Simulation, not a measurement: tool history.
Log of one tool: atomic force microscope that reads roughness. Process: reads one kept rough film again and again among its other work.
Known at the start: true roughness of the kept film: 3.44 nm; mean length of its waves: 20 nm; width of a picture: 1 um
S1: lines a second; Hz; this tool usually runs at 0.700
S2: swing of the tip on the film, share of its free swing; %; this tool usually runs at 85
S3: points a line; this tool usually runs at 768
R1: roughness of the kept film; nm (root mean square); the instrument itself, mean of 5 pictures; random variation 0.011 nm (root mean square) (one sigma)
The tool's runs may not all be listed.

{"run": 1, "hour": 0.0, "S1": 0.7, "S2": 85, "S3": 768, "R1": 1.573}
{"hour": 15.7, "done": "new tip fitted"}
{"run": 2, "hour": 17.5, "S1": 0.7, "S2": 85, "S3": 768, "R1": 2.504}
{"run": 3, "hour": 31.4, "S1": 0.7, "S2": 85, "S3": 768, "R1": 2.323}
{"run": 4, "hour": 45.3, "S1": 0.7, "S2": 85, "S3": 768, "R1": 2.168}
{"run": 5, "hour": 61.6, "S1": 0.7, "S2": 85, "S3": 768, "R1": 2.003}
{"run": 6, "hour": 74.2, "S1": 0.7, "S2": 85, "S3": 768, "R1": 1.884}
{"run": 7, "hour": 90.8, "S1": 0.7, "S2": 85, "S3": 768, "R1": 1.765}
{"run": 8, "hour": 98.5, "S1": 0.7, "S2": 85, "S3": 768, "R1": 1.695}
{"run": 9, "hour": 106.9, "S1": 0.7, "S2": 85, "S3": 768, "R1": 1.67}
{"run": 10, "hour": 119.1, "S1": 0.7, "S2": 85, "S3": 768, "R1": 1.572}
{"run": 11, "hour": 128.6, "S1": 0.7, "S2": 85, "S3": 768, "R1": 1.52}
{"hour": 140.6, "done": "new tip fitted"}
{"run": 12, "hour": 142.7, "S1": 0.7, "S2": 85, "S3": 768, "R1": 2.502}
{"run": 13, "hour": 151.1, "S1": 0.7, "S2": 85, "S3": 768, "R1": 2.391}
{"run": 14, "hour": 161.8, "S1": 0.7, "S2": 77, "S3": 766, "R1": 2.334}
{"run": 15, "hour": 177.3, "S1": 1.342, "S2": 83, "S3": 766, "R1": 2.011}
{"run": 16, "hour": 185.9, "S1": 0.634, "S2": 69, "S3": 768, "R1": 2.113}
{"run": 17, "hour": 193.4, "S1": 3.507, "S2": 87, "S3": 768, "R1": 1.464}
{"run": 18, "hour": 210.7, "S1": 3.764, "S2": 86, "S3": 768, "R1": 1.347}
{"run": 19, "hour": 220.0, "S1": 0.893, "S2": 55, "S3": 768, "R1": 1.837}
{"run": 20, "hour": 236.3, "S1": 1.065, "S2": 55, "S3": 768, "R1": 1.722}

Branching from run 20: 3 alternative next runs. What would each branch give?
{"run": "A", "hour": 247.9, "S1": 1.065, "S2": 83, "S3": 481, "R1": "?"}
{"run": "B", "hour": 247.9, "S1": 3.906, "S2": 71, "S3": 688, "R1": "?"}
{"run": "C", "hour": 247.9, "S1": 0.7, "S2": 85, "S3": 369, "R1": "?"}

run=A R1=1.513
run=B R1=1.376
run=C R1=1.541
Stripped of hidden state, with their random variation kept, the same runs would have yielded:
run=A R1=2.473
run=B R1=2.256
run=C R1=2.523
